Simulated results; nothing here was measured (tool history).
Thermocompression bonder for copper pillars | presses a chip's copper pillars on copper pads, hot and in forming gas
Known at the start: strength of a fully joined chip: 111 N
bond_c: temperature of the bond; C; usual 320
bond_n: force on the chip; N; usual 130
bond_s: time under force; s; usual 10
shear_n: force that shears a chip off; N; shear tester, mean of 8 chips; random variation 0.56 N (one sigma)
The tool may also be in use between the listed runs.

{"run": 1, "day": 0.0, "bond_c": 320, "bond_n": 130, "bond_s": 10, "shear_n": 81.5}
{"run": 2, "day": 1.917, "bond_c": 320, "bond_n": 130, "bond_s": 10, "shear_n": 81.4}
{"run": 3, "day": 3.112, "bond_c": 320, "bond_n": 147, "bond_s": 10, "shear_n": 83.6}
{"run": 4, "day": 4.9, "bond_c": 320, "bond_n": 102, "bond_s": 10, "shear_n": 74.8}
{"run": 5, "day": 6.988, "bond_c": 320, "bond_n": 102, "bond_s": 10, "shear_n": 75.3}
{"run": 6, "day": 8.95, "bond_c": 320, "bond_n": 102, "bond_s": 10, "shear_n": 75.2}
{"run": 7, "day": 10.125, "bond_c": 320, "bond_n": 130, "bond_s": 10, "shear_n": 81.7}
{"run": 8, "day": 11.408, "bond_c": 320, "bond_n": 130, "bond_s": 10, "shear_n": 80.9}
{"run": 9, "day": 13.517, "bond_c": 320, "bond_n": 130, "bond_s": 10, "shear_n": 80.9}
{"run": 10, "day": 14.704, "bond_c": 313, "bond_n": 78, "bond_s": 12, "shear_n": 69.3}
{"run": 11, "day": 16.179, "bond_c": 313, "bond_n": 78, "bond_s": 12, "shear_n": 68.6}
{"run": 12, "day": 17.971, "bond_c": 294, "bond_n": 155, "bond_s": 24, "shear_n": 90.9}
{"run": 13, "day": 19.35, "bond_c": 291, "bond_n": 81, "bond_s": 9, "shear_n": 55.0}
{"day": 19.608, "done": "forming gas filter changed"}
{"day": 20.621, "done": "heater calibrated with a thermocouple chip"}
{"run": 14, "day": 21.954, "bond_c": 291, "bond_n": 81, "bond_s": 9, "shear_n": 54.8}
{"run": 15, "day": 23.521, "bond_c": 310, "bond_n": 130, "bond_s": 6, "shear_n": 66.9}
{"run": 16, "day": 24.658, "bond_c": 320, "bond_n": 142, "bond_s": 6, "shear_n": 73.7}
{"run": 17, "day": 25.888, "bond_c": 307, "bond_n": 130, "bond_s": 10, "shear_n": 76.7}

Forecast each of these 5 alternatives for the next run:
{"run": "A", "day": 28.462, "bond_c": 348, "bond_n": 183, "bond_s": 9, "shear_n": "?"}
{"run": "B", "day": 28.462, "bond_c": 319, "bond_n": 153, "bond_s": 23, "shear_n": "?"}
{"run": "C", "day": 28.462, "bond_c": 310, "bond_n": 130, "bond_s": 10, "shear_n": "?"}
{"run": "D", "day": 28.462, "bond_c": 342, "bond_n": 92, "bond_s": 10, "shear_n": "?"}
{"run": "E", "day": 28.462, "bond_c": 307, "bond_n": 130, "bond_s": 28, "shear_n": "?"}

run=A shear_n=96.0
run=B shear_n=98.8
run=C shear_n=76.5
run=D shear_n=81.5
run=E shear_n=95.5
Without the tool's hidden state the same runs would have given:
run=A shear_n=96.1
run=B shear_n=98.9
run=C shear_n=76.6
run=D shear_n=81.6
run=E shear_n=95.6
